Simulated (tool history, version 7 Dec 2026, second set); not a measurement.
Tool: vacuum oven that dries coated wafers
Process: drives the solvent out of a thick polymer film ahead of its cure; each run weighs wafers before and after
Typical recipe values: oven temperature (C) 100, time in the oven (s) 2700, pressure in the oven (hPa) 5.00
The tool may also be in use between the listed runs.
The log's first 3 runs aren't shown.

run   hour  oven temperature (C)  time in the oven (s)  pressure in the oven (hPa)  solvent left in the film (%)
  4   50.0                   100                  2700                       19.62                          6.34
  5   71.5                   100                  2700                       19.62                          6.35
  6   87.9                   100                  2700                        5.00                          4.25
  7   99.4                   100                  2700                        5.00                          4.35
  8  113.5                   100                  2700                        5.00                          4.26
  9  136.8                   100                  2700                        5.00                          4.25
 10  154.0                   100                  2700                        5.00                          4.40
 11  165.9                   100                  2700                        5.00                          4.39
 12  185.2                    94                  2700                        5.00                          6.50
 13  208.4                   100                  2700                        3.67                          4.05
 14  220.0                    86                  2700                        5.00                          9.31
 15  230.0                    85                  2700                        5.00                          9.63
 16  244.2                    85                  2700                        5.00                          9.70
 17  262.1                    92                  2700                        5.00                          7.10
 18  273.4                    92                  2700                        5.00                          7.07
 19  291.5                   112                  2700                        5.00                          1.37
 20  313.6                   112                  2700                        5.00                          1.37
 21  329.8                   112                  2700                        5.00                          1.45
 22  347.7                   112                  2700                        5.00                          1.32
 23  363.3                   112                  2700                        5.00                          1.36
 24  380.3                   112                  2700                       15.54                          2.51
 25  396.8                    98                  4380                        3.10                          2.55

Predict the results of run 26:
 26  409.9                   104                  4380                        4.70                             ?

Run 26 produced solvent left in the film (%) 1.48.
If the tool had no hidden condition, the same run with the same run-to-run variation would have returned solvent left in the film (%) 1.47.
